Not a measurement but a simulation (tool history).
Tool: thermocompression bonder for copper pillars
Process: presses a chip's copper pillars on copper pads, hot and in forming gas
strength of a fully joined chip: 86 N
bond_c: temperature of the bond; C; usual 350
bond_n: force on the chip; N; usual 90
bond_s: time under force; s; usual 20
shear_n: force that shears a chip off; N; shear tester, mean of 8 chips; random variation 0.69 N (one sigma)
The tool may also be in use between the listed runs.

run   hour  bond_c  bond_n  bond_s  shear_n
  1      0     350      90      20     45.3
  2   86.6     350      90      20     43.2
  3  146.2     350      68      20     33.9
     193.6  -- forming gas filter changed
  4  222.8     350      90      20     43.4
  5  268.5     350      90      20     43.1
  6    328     350      90      20     42.6
     386.3  -- forming gas filter changed
  7  405.2     357      90      51     59.1
  8  480.4     374     108      59     74.3
  9  563.2     374     108      59     73.3
     584.4  -- forming gas filter changed
 10  614.2     341     127      59     66.5
 11  657.4     356      59      20     30.5

5 ways to go on from here, each from the tool as it stands after run 11. What would each give?
  A  729.9     371     120      26        ?
  B  729.9     377      93      38        ?
  C  729.9     350     116      20        ?
  D  729.9     356      65      40        ?
  E  729.9     361      64      26        ?

run  shear_n
  A     63.5
  B     63.3
  C     51.8
  D     42.7
  E       40
Without the tool's hidden state the same runs would have given:
run  shear_n
  A     68.8
  B     68.7
  C     57.8
  D     48.3
  E     45.4

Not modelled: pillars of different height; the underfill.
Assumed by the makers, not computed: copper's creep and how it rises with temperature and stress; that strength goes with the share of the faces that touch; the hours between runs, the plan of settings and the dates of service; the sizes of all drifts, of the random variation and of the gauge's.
